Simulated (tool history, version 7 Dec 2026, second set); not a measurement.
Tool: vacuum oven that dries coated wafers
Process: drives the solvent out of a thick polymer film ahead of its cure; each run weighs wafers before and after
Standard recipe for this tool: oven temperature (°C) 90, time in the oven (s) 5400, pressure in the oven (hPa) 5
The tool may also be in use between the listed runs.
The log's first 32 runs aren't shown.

run    hour  oven temperature (°C)  time in the oven (s)  pressure in the oven (hPa)  solvent left in the film (%)
 33  2332.1                     88                  7860                        4.79                          2.53
 34  2375.7                     94                  5400                       19.66                          3.02
 35  2469.8                     98                  3720                           5                          3.33
 36  2517.3                    102                  5400                        3.01                          1.09
 37  2581.9                    102                  5400                        3.01                          1.14
 38  2640.1                     77                  5880                        5.58                          7.17
 39  2718.3                     98                  3960                       12.91                          3.22
 40  2791.9                     90                  5040                        2.58                          3.84
 41  2857.3                     90                  5040                        2.58                          3.91
 42  2952.2                     90                  5040                        2.58                          3.69
 43  3008.4                     86                  5940                       10.77                          4.34
 44  3094.2                     90                  5400                       14.71                          3.77
 45  3172.2                     94                  6840                        3.17                          1.55
 46  3266.9                     94                  6840                        3.17                          1.71
 47  3366.6                     79                  8940                       11.98                           4.6

4 options for the next run, each taken on its own from the tool as it stands now. Forecast them:
  A  3426.4                    102                  5400                        11.5                             ?
  B  3426.4                     78                  2820                           5                             ?
  C  3426.4                     98                  5880                       10.24                             ?
  D  3426.4                     80                  8940                        3.43                             ?

run  solvent left in the film (%)
  A                          1.13
  B                          9.86
  C                           1.6
  D                          3.78
What these runs would have given with no unlogged condition in the tool:
run  solvent left in the film (%)
  A                          1.17
  B                         10.03
  C                          1.67
  D                          3.92

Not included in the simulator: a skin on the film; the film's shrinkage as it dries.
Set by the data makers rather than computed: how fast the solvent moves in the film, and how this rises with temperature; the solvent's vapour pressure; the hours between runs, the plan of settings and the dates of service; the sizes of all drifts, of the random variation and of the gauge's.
